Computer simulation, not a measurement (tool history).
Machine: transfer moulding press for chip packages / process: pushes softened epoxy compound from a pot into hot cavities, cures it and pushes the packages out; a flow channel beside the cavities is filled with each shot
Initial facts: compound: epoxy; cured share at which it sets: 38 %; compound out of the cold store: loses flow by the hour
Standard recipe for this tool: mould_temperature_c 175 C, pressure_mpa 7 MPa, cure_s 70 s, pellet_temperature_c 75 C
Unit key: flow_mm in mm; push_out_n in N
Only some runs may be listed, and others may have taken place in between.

| run | hour | mould_temperature_c | pressure_mpa | cure_s | pellet_temperature_c | incoming compound's hours out of the cold store | flow_mm | push_out_n |
|---|---|---|---|---|---|---|---|---|
| 1 | 0 | 175 | 7 | 70 | 75 | 16.3 | 851 | 619 |
|  | 50.1 | cavities cleaned with cleaning compound and waxed |
|  | 84.4 | plunger's sealing rings changed |
| 2 | 100.5 | 175 | 7 | 70 | 75 | 17.1 | 855 | 1025 |
|  | 106.5 | cavities cleaned with cleaning compound and waxed |
|  | 160.4 | cavities cleaned with cleaning compound and waxed |
| 3 | 203.3 | 172 | 7 | 70 | 75 | 28.7 | 831 | 1009 |
|  | 213.9 | cavities cleaned with cleaning compound and waxed |
|  | 265.5 | cavities cleaned with cleaning compound and waxed |
|  | 274.8 | plunger's sealing rings changed |
| 4 | 310.5 | 175 | 7 | 70 | 75 | 44.8 | 791 | 797 |
|  | 321.7 | cavities cleaned with cleaning compound and waxed |
|  | 378.1 | cavities cleaned with cleaning compound and waxed |
| 5 | 398.7 | 175 | 7 | 54 | 75 | 28.2 | 817 | 1387 |
|  | 433.4 | cavities cleaned with cleaning compound and waxed |
|  | 460.2 | plunger's sealing rings changed |
| 6 | 460.2 | 175 | 7 | 54 | 75 | 29.2 | 830 | 1450 |
|  | 493.8 | cavities cleaned with cleaning compound and waxed |
| 7 | 510.2 | 175 | 7 | 54 | 75 | 17.3 | 848 | 1356 |
|  | 543.8 | cavities cleaned with cleaning compound and waxed |
|  | 554.3 | cavities cleaned with cleaning compound and waxed, once more |
|  | 556.3 | mould's thermocouples calibrated |
| 8 | 580.5 | 175 | 7 | 54 | 75 | 26.7 | 832 | 1545 |
|  | 611.3 | cavities cleaned with cleaning compound and waxed |
|  | 647.8 | plunger's sealing rings changed |
| 9 | 647.9 | 175 | 7 | 54 | 75 | 28.6 | 832 | 1704 |
|  | 668.9 | cavities cleaned with cleaning compound and waxed |
|  | 722.5 | cavities cleaned with cleaning compound and waxed |
| 10 | 753 | 175 | 5.83 | 70 | 75 | 14.4 | 778 | 820 |
|  | 777.8 | cavities cleaned with cleaning compound and waxed |
| 11 | 815.1 | 175 | 5.83 | 70 | 75 | 40.5 | 727 | 814 |
|  | 828.9 | cavities cleaned with cleaning compound and waxed |
|  | 836.2 | plunger's sealing rings changed |
| 12 | 861.3 | 175 | 7 | 88 | 75 | 26.1 | 834 | 574 |
|  | 885.2 | cavities cleaned with cleaning compound and waxed |
|  | 935.9 | cavities cleaned with cleaning compound and waxed |
| 13 | 939.5 | 175 | 7 | 88 | 75 | 16 | 851 | 469 |
|  | 991.4 | cavities cleaned with cleaning compound and waxed |
| 14 | 1003.1 | 175 | 7 | 88 | 75 | 40.1 | 795 | 496 |
|  | 1021.1 | plunger's sealing rings changed |
|  | 1049.4 | cavities cleaned with cleaning compound and waxed |
| 15 | 1054.7 | 175 | 7 | 88 | 75 | 32.6 | 817 | 454 |
|  | 1105.8 | cavities cleaned with cleaning compound and waxed |
| 16 | 1138.9 | 175 | 7.72 | 70 | 75 | 31.6 | 855 | 761 |
|  | 1158.1 | cavities cleaned with cleaning compound and waxed |
|  | 1208.2 | plunger's sealing rings changed |
|  | 1218.3 | cavities cleaned with cleaning compound and waxed |
| 17 | 1240.3 | 179 | 5.73 | 83 | 78 | 28.4 | 740 | 557 |
|  | 1269.9 | cavities cleaned with cleaning compound and waxed |
| 18 | 1300 | 179 | 6.98 | 89 | 65 | 10.4 | 849 | 533 |
|  | 1324.6 | cavities cleaned with cleaning compound and waxed |
|  | 1375.4 | cavities cleaned with cleaning compound and waxed |
| 19 | 1383.6 | 179 | 6.06 | 56 | 75 | 37.6 | 735 | 853 |
|  | 1399.9 | plunger's sealing rings changed |
|  | 1435.7 | cavities cleaned with cleaning compound and waxed |
| 20 | 1476.3 | 171 | 7.41 | 89 | 75 | 18.2 | 888 | 674 |
|  | 1489.5 | cavities cleaned with cleaning compound and waxed |
|  | 1546.7 | cavities cleaned with cleaning compound and waxed |
| 21 | 1570.7 | 171 | 7.41 | 89 | 75 | 13.7 | 886 | 616 |
|  | 1584.5 | plunger's sealing rings changed |
|  | 1600.2 | cavities cleaned with cleaning compound and waxed |
| 22 | 1648.4 | 173 | 7 | 70 | 75 | 40 | 808 | 889 |
|  | 1654.9 | cavities cleaned with cleaning compound and waxed |
| 23 | 1702.6 | 175 | 8.63 | 79 | 82 | 17.5 | 938 | 665 |
|  | 1712.1 | cavities cleaned with cleaning compound and waxed |
|  | 1769.9 | plunger's sealing rings changed |
|  | 1771.4 | cavities cleaned with cleaning compound and waxed |
|  | 1796.6 | mould's thermocouples calibrated |
| 24 | 1808.3 | 175 | 8.63 | 79 | 82 | 36.1 | 908 | 642 |

3 options for the next run, each taken on its own from the tool as it stands now. Forecast them:
|  | 1824.2 | cavities cleaned with cleaning compound and waxed |
|  | 1878 | cavities cleaned with cleaning compound and waxed |
| A | 1899.1 | 182 | 5.94 | 79 | 77 | 46.2 | ? | ? |
|  | 1824.2 | cavities cleaned with cleaning compound and waxed |
|  | 1878 | cavities cleaned with cleaning compound and waxed |
| B | 1899.1 | 175 | 6.19 | 57 | 82 | 27 | ? | ? |
|  | 1824.2 | cavities cleaned with cleaning compound and waxed |
|  | 1878 | cavities cleaned with cleaning compound and waxed |
| C | 1899.1 | 175 | 8.63 | 108 | 82 | 23.6 | ? | ? |

| run | flow_mm | push_out_n |
|---|---|---|
| A | 710 | 522 |
| B | 778 | 1236 |
| C | 922 | 516 |
The same runs, with their run-to-run variation unchanged, on a tool lacking any hidden condition would have given:
| run | flow_mm | push_out_n |
|---|---|---|
| A | 720 | 412 |
| B | 788 | 992 |
| C | 934 | 406 |

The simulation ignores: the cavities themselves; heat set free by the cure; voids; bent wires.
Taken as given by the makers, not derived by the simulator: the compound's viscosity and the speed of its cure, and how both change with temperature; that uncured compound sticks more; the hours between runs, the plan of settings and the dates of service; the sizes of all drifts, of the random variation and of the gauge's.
